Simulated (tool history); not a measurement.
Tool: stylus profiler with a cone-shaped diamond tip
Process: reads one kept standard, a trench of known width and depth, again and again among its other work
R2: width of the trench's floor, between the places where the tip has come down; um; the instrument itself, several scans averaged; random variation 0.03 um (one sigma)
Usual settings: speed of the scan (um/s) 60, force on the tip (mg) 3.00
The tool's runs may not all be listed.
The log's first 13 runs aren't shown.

Run 14, hour 780.2: usual settings but force on the tip (mg) 1.65. Result: depth of the trench (Å) 1005.8, R2 97.31 um.
Run 15, hour 820.0: usual settings but speed of the scan (um/s) 121. Result: depth of the trench (Å) 1009.5, R2 97.03 um.
At hour 862.6: height scale calibrated on a step standard, once more.
Run 16, hour 897.1: usual settings but speed of the scan (um/s) 121, force on the tip (mg) 1.96. Result: depth of the trench (Å) 1008.0, R2 96.83 um.
Run 17, hour 954.3: usual settings. Result: depth of the trench (Å) 1011.2, R2 97.28 um.
Run 18, hour 995.6: usual settings. Result: depth of the trench (Å) 1010.8, R2 97.28 um.
Run 19, hour 1082.7: usual settings but force on the tip (mg) 2.98. Result: depth of the trench (Å) 1011.1, R2 97.33 um.
Run 20, hour 1158.4: usual settings but force on the tip (mg) 6.47. Result: depth of the trench (Å) 1018.1, R2 97.39 um.
Run 21, hour 1251.6: usual settings but speed of the scan (um/s) 25, force on the tip (mg) 6.51. Result: depth of the trench (Å) 1018.6, R2 97.49 um.
Run 22, hour 1310.1: usual settings but speed of the scan (um/s) 25, force on the tip (mg) 6.51. Result: depth of the trench (Å) 1018.9, R2 97.49 um.
Run 23, hour 1365.6: usual settings but speed of the scan (um/s) 25, force on the tip (mg) 6.51. Result: depth of the trench (Å) 1018.6, R2 97.45 um.
Run 24, hour 1456.9: usual settings but speed of the scan (um/s) 74, force on the tip (mg) 2.25. Result: depth of the trench (Å) 1008.6, R2 97.04 um.
Run 25, hour 1532.7: usual settings but speed of the scan (um/s) 74, force on the tip (mg) 2.25. Result: depth of the trench (Å) 1008.3, R2 97.07 um.
Run 26, hour 1618.7: usual settings but speed of the scan (um/s) 74, force on the tip (mg) 2.25. Result: depth of the trench (Å) 1008.7, R2 97.00 um.
Run 27, hour 1672.3: usual settings but speed of the scan (um/s) 101, force on the tip (mg) 2.08. Result: depth of the trench (Å) 1007.9, R2 96.82 um.
Run 28, hour 1725.9: usual settings but speed of the scan (um/s) 101, force on the tip (mg) 2.08. Result: depth of the trench (Å) 1007.8, R2 96.81 um.
Run 29, hour 1774.4: usual settings but speed of the scan (um/s) 67, force on the tip (mg) 1.04. Result: depth of the trench (Å) 1004.5, R2 96.82 um.
Run 30, hour 1849.8: usual settings but speed of the scan (um/s) 67, force on the tip (mg) 4.08. Result: depth of the trench (Å) 1013.2, R2 97.07 um.
Run 31, hour 1910.6: usual settings but speed of the scan (um/s) 67, force on the tip (mg) 4.08. Result: depth of the trench (Å) 1012.7, R2 97.14 um.
Run 32, hour 2001.7: usual settings but speed of the scan (um/s) 84, force on the tip (mg) 3.63. Result: depth of the trench (Å) 1010.9, R2 96.95 um.
Run 33, hour 2093.2: usual settings but speed of the scan (um/s) 198, force on the tip (mg) 6.92. Result: depth of the trench (Å) 1018.6, R2 96.68 um.

4 ways to go on from here, each from the tool as it stands after run 33. What would each give?
Run A, hour 2149.2: usual settings but speed of the scan (um/s) 119, force on the tip (mg) 3.68. Result: depth of the trench (Å) ?, R2 ?.
Run B, hour 2149.2: usual settings but speed of the scan (um/s) 51, force on the tip (mg) 6.92. Result: depth of the trench (Å) ?, R2 ?.
Run C, hour 2149.2: usual settings but speed of the scan (um/s) 73, force on the tip (mg) 7.36. Result: depth of the trench (Å) ?, R2 ?.
Run D, hour 2149.2: usual settings but speed of the scan (um/s) 47, force on the tip (mg) 8.16. Result: depth of the trench (Å) ?, R2 ?.

run  depth of the trench (Å)     R2
  A                   1011.5  96.78
  B                   1018.0  97.13
  C                   1018.6  97.11
  D                   1020.4  97.23
Without the tool's hidden state the same runs would have given:
run  depth of the trench (Å)     R2
  A                   1013.0  97.41
  B                   1019.5  97.76
  C                   1020.1  97.74
  D                   1021.9  97.86
